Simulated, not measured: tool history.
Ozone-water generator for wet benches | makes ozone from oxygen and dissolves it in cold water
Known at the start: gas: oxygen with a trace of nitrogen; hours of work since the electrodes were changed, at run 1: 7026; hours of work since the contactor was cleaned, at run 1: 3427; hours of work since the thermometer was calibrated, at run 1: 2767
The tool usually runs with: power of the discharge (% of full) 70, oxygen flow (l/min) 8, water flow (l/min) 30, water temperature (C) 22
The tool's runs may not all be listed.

run    hour  power of the discharge (% of full)  oxygen flow (l/min)  water flow (l/min)  water temperature (C)  hours of work since the electrodes were changed  hours of work since the contactor was cleaned  hours of work since the thermometer was calibrated  dissolved ozone (ppm)  ozone in the gas ahead of the water (g/m3)
  1       0                                  70                    8                  30                     22                                             7026                                           3427                                                2767                   12.9                                       119.3
  2     145                                  70                    8                  30                     22                                             7155                                           3556                                                2896                   12.9                                         119
  3   235.6                                  70                    8                  30                     22                                             7235                                           3636                                                2976                     13                                       118.6
      375.3  -- water thermometer calibrated
  4   426.3                                  70                    8                  30                     22                                             7403                                           3804                                                  45                   12.9                                       117.9
  5   565.3                                  70                    8                  30                     22                                             7526                                           3927                                                 168                   12.6                                         117
  6     688                                  70                    8                  30                     22                                             7635                                           4036                                                 277                   12.7                                       116.8
  7   859.9                                  70                    8                  30                     22                                             7787                                           4188                                                 429                   12.6                                       114.5
  8  1004.8                                  70                    8                  30                     22                                             7915                                           4316                                                 557                   12.5                                       115.5
  9  1141.3                                  70                    8                  30                     22                                             8036                                           4437                                                 678                   12.4                                       114.7
 10  1263.7                                  70                    8                  30                     22                                             8144                                           4545                                                 786                     12                                       113.9
 11  1395.4                                  70                    8                  30                     22                                             8260                                           4662                                                 903                   12.2                                       113.7
     1536.3  -- electrodes of the discharge changed
 12  1539.7                                  70                    8                  30                     22                                                3                                           4784                                                1025                   16.8                                       156.5
 13  1686.9                                  54                    8                  30                     15                                              133                                           4914                                                1155                   15.8                                       131.9
 14    1818                                  54                    8                  30                     15                                              249                                           5030                                                1271                   15.7                                       132.1
 15  1968.7                                  54                    8                  30                     15                                              383                                           5164                                                1405                   15.6                                       130.9
 16  2143.3                                  83                    8                  24                     22                                              537                                           5318                                                1559                   21.6                                       169.6
 17  2242.4                                  72                    8                  30                     21                                              625                                           5406                                                1647                   16.9                                       155.1
 18  2330.2                                  72                    8                  30                     21                                              703                                           5484                                                1725                   16.9                                       153.9
 19  2509.6                                  88                 4.54                  40                     27                                              861                                           5642                                                1883                   12.5                                       226.1
 20  2630.1                                  80                 7.91                  21                     15                                              968                                           5749                                                1990                   25.4                                       164.9
 21    2770                                  80                 7.91                  21                     15                                             1092                                           5873                                                2114                   25.1                                       163.6
     2882.6  -- contactor cleaned
 22  2882.6                                  80                 7.91                  21                     15                                             1188                                              0                                                2210                   26.5                                       164.5
 23    3098                                  70                    8                  19                     22                                             1378                                            191                                                2400                   22.9                                       149.7
 24  3301.2                                  59                 10.3                  19                     22                                             1558                                            370                                                2580                   19.9                                       119.7

What if the next run were any one of these 4? Each begins from the tool's condition after run 24:
  A  3388.4                                  82                 10.3                  42                     22                                             1635                                            448                                                2657                      ?                                           ?
  B  3388.4                                  81                 5.01                  19                     22                                             1635                                            448                                                2657                      ?                                           ?
  C  3388.4                                  59                 10.3                  19                     17                                             1635                                            448                                                2657                      ?                                           ?
  D  3388.4                                  70                 9.57                  30                     22                                             1635                                            448                                                2657                      ?                                           ?

run  dissolved ozone (ppm)  ozone in the gas ahead of the water (g/m3)
  A                   14.6                                         146
  B                   24.2                                       198.5
  C                   22.1                                       119.5
  D                   16.9                                       136.5
The same runs, with their run-to-run variation unchanged, on a tool lacking any hidden condition would have given:
run  dissolved ozone (ppm)  ozone in the gas ahead of the water (g/m3)
  A                   15.7                                       154.9
  B                   25.8                                       210.4
  C                   23.4                                       125.4
  D                     18                                         144
